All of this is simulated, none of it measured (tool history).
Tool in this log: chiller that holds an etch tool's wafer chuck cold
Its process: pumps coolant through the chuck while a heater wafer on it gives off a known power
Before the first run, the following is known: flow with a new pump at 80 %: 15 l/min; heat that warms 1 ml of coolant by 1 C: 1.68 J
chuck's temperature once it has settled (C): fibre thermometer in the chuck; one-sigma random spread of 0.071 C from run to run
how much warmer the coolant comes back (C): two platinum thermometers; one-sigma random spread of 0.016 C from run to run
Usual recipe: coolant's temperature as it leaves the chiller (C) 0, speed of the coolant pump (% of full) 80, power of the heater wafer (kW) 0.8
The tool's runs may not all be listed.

run	hour	coolant's temperature as it leaves the chiller (C)	speed of the coolant pump (% of full)	power of the heater wafer (kW)	chuck's temperature once it has settled (C)	how much warmer the coolant comes back (C)
1	0	0	80	0.8	6.17	1.98
2	44.7	0	80	0.8	6.21	1.98
3	77.3	0	80	0.8	6.27	1.98
4	118.8	0	80	0.8	6.35	2.02
5	146.2	0	80	0.8	6.3	1.98
6	190.6	0	80	0.8	6.18	1.99
7	231.3	0	80	0.8	6.24	1.99
8	250.8	0	80	0.8	6.18	2
# hour 283.3: chiller's thermometer calibrated
9	284.4	0	93	0.8	5.1	1.7
10	322.8	0	80	0.85	6.26	2.12
# hour 360.2: chiller's thermometer calibrated, once more
11	366.4	0	80	0.85	7.36	2.1
12	406.7	7	80	0.8	13.9	1.99
13	427.2	7	80	0.8	13.87	1.97
14	471.6	7	80	0.8	13.9	2.01
15	515.2	4	80	0.585	8.98	1.48
16	547.6	10	80	0.585	14.96	1.46
17	589.6	10	80	0.585	15	1.48
18	623.8	10	94	0.585	14.47	1.23
19	664.1	6	61	0.585	12.23	1.95
20	690.5	0	88	0.481	3.77	1.1
21	732.8	6	98	0.475	9.55	0.97
22	754.3	4	94	0.618	8.57	1.31

Alternative continuations, all from the tool just after run 22; predict every row:
A	782.3	4	68	0.484	?	?
B	782.3	7	80	0.8	?	?
C	782.3	5	64	0.454	?	?

run	chuck's temperature once it has settled (C)	how much warmer the coolant comes back (C)
A	8.68	1.46
B	13.89	2.01
C	9.58	1.48
With the hidden condition removed and each run's random variation left untouched, the same runs would have given:
run	chuck's temperature once it has settled (C)	how much warmer the coolant comes back (C)
A	8.43	1.38
B	13.5	1.91
C	9.33	1.4
